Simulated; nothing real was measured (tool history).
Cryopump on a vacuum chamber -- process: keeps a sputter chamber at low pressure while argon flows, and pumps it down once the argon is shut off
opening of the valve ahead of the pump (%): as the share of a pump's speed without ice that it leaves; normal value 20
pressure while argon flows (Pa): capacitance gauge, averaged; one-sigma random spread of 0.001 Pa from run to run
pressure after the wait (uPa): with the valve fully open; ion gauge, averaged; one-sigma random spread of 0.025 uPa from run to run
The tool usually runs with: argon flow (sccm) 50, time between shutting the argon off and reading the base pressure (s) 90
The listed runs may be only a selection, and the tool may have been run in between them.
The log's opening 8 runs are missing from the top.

| run | hour | argon flow (sccm) | time between shutting the argon off and reading the base pressure (s) | opening of the valve ahead of the pump (%) | pressure while argon flows (Pa) | pressure after the wait (uPa) |
|---|---|---|---|---|---|---|
| 9 | 314.6 | 50 | 90 | 20 | 0.2252 | 1.83 |
| 10 | 365.7 | 50 | 90 | 20 | 0.2245 | 1.98 |
| 11 | 422.7 | 50 | 90 | 20 | 0.2271 | 2.05 |
| 12 | 452.5 | 50 | 90 | 16 | 0.2821 | 2.06 |
| 13 | 508 | 50 | 90 | 16 | 0.2813 | 2.19 |
|  | 570.1 | pump warmed up, emptied and cooled again |
| 14 | 574.3 | 50 | 90 | 16 | 0.2744 | 2.07 |
| 15 | 627.8 | 50 | 41 | 16 | 0.2717 | 3.17 |
| 16 | 669.3 | 50 | 41 | 16 | 0.2728 | 3.13 |
| 17 | 713.6 | 50 | 41 | 16 | 0.2736 | 3.37 |
| 18 | 740.7 | 50 | 41 | 15 | 0.2946 | 3.27 |
| 19 | 771.2 | 50 | 114 | 15 | 0.2925 | 2.19 |
| 20 | 831 | 50 | 114 | 15 | 0.2943 | 2.28 |
| 21 | 872.3 | 50 | 114 | 15 | 0.2936 | 2.28 |
| 22 | 905 | 40 | 148 | 15 | 0.2363 | 2.3 |
| 23 | 934.7 | 40 | 148 | 15 | 0.2364 | 2.22 |
| 24 | 988.5 | 21 | 148 | 17 | 0.1098 | 2.33 |
| 25 | 1033.3 | 21 | 148 | 17 | 0.1106 | 2.38 |
| 26 | 1090.1 | 21 | 148 | 17 | 0.1097 | 2.47 |
| 27 | 1130.6 | 21 | 148 | 17 | 0.1106 | 2.68 |
| 28 | 1167.6 | 38 | 184 | 20 | 0.1709 | 2.58 |
|  | 1173.3 | leaking fittings of the chamber tightened, without venting |
| 29 | 1204.8 | 50 | 30 | 42 | 0.1112 | 2.76 |
| 30 | 1258.1 | 55 | 58 | 15 | 0.3279 | 1.65 |
| 31 | 1299.6 | 55 | 58 | 35 | 0.1467 | 1.7 |
| 32 | 1334.1 | 26 | 89 | 23 | 0.1033 | 1.33 |
| 33 | 1361.5 | 73 | 34 | 23 | 0.2885 | 2.64 |

Here are 5 independent what-if runs from the current tool condition. What would each one return?
| A | 1394.9 | 41 | 195 | 59 | ? | ? |
| B | 1394.9 | 23 | 172 | 51 | ? | ? |
| C | 1394.9 | 59 | 214 | 20 | ? | ? |
| D | 1394.9 | 73 | 34 | 54 | ? | ? |
| E | 1394.9 | 73 | 64 | 23 | ? | ? |

| run | pressure while argon flows (Pa) | pressure after the wait (uPa) |
|---|---|---|
| A | 0.0691 | 0.95 |
| B | 0.0439 | 1 |
| C | 0.2711 | 0.98 |
| D | 0.1321 | 2.85 |
| E | 0.2925 | 1.8 |
Without the tool's hidden state the same runs would have given:
| run | pressure while argon flows (Pa) | pressure after the wait (uPa) |
|---|---|---|
| A | 0.0606 | 0.54 |
| B | 0.0391 | 0.59 |
| C | 0.2588 | 0.56 |
| D | 0.117 | 2.43 |
| E | 0.2772 | 1.39 |
